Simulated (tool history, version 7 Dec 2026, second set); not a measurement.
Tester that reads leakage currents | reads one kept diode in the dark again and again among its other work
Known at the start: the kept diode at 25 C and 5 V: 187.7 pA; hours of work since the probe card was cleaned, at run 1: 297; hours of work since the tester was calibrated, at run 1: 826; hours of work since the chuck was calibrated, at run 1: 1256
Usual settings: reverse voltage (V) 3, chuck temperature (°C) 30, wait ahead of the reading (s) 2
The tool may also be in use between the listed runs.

| run | hour | reverse voltage (V) | chuck temperature (°C) | wait ahead of the reading (s) | hours of work since the probe card was cleaned | hours of work since the tester was calibrated | hours of work since the chuck was calibrated | current that the tester gives (pA) |
|---|---|---|---|---|---|---|---|---|
| 1 | 0 | 3 | 30 | 2 | 297 | 826 | 1256 | 212.28 |
| 2 | 47.7 | 3 | 30 | 2 | 326 | 854 | 1285 | 213.42 |
| 3 | 92.4 | 1.95 | 30 | 2 | 353 | 881 | 1312 | 165.41 |
|  | 106.4 | chuck's temperature calibrated |
| 4 | 162.3 | 1.95 | 30 | 2 | 393 | 921 | 33 | 165.52 |
| 5 | 191.8 | 1.95 | 30 | 2 | 411 | 939 | 51 | 165.05 |
| 6 | 228.9 | 1.95 | 30 | 2 | 433 | 961 | 73 | 165.02 |
| 7 | 299.5 | 1.95 | 30 | 2 | 475 | 1003 | 115 | 164.56 |
| 8 | 337.1 | 1.95 | 30 | 2 | 497 | 1026 | 137 | 164.63 |
| 9 | 385.7 | 3 | 30 | 2 | 526 | 1054 | 166 | 211.57 |
| 10 | 456.8 | 3 | 49 | 2 | 569 | 1097 | 209 | 926.92 |
| 11 | 500.4 | 3 | 30 | 0.52 | 595 | 1123 | 235 | 213.43 |
| 12 | 552.8 | 3 | 30 | 2 | 626 | 1154 | 266 | 212.04 |
| 13 | 585.9 | 3 | 35 | 2 | 646 | 1174 | 286 | 316.69 |
| 14 | 647.1 | 3 | 35 | 2 | 682 | 1210 | 322 | 317.34 |
| 15 | 713.6 | 1.6 | 30 | 0.93 | 722 | 1250 | 362 | 147.82 |
| 16 | 765.1 | 2.61 | 30 | 3.2 | 752 | 1281 | 393 | 195.66 |
| 17 | 797 | 2.61 | 30 | 3.2 | 771 | 1300 | 412 | 195.31 |
| 18 | 828.3 | 1.14 | 50 | 2.96 | 790 | 1318 | 430 | 563.56 |
| 19 | 894.3 | 7.67 | 46 | 6.61 | 829 | 1358 | 470 | 1282.38 |
| 20 | 952.3 | 7.67 | 31 | 6.61 | 864 | 1392 | 504 | 400.33 |
| 21 | 1000.1 | 10.55 | 30 | 3.37 | 892 | 1421 | 533 | 442.99 |
| 22 | 1040.3 | 10.55 | 30 | 3.37 | 916 | 1445 | 557 | 445 |
| 23 | 1107.7 | 1.47 | 39 | 5.49 | 957 | 1485 | 597 | 285.48 |

4 ways to go on from here, each from the tool as it stands after run 23. What would each give?
| A | 1153.8 | 1.47 | 20 | 0.33 | 984 | 1512 | 624 | ? |
| B | 1153.8 | 3 | 30 | 0.73 | 984 | 1512 | 624 | ? |
| C | 1153.8 | 12.4 | 47 | 0.37 | 984 | 1512 | 624 | ? |
| D | 1153.8 | 6.17 | 30 | 2 | 984 | 1512 | 624 | ? |

| run | current that the tester gives (pA) |
|---|---|
| A | 61.01 |
| B | 211.75 |
| C | 1830.54 |
| D | 323.4 |
Without the tool's hidden state the same runs would have given:
| run | current that the tester gives (pA) |
|---|---|
| A | 60.96 |
| B | 211.61 |
| C | 1829.5 |
| D | 323.18 |
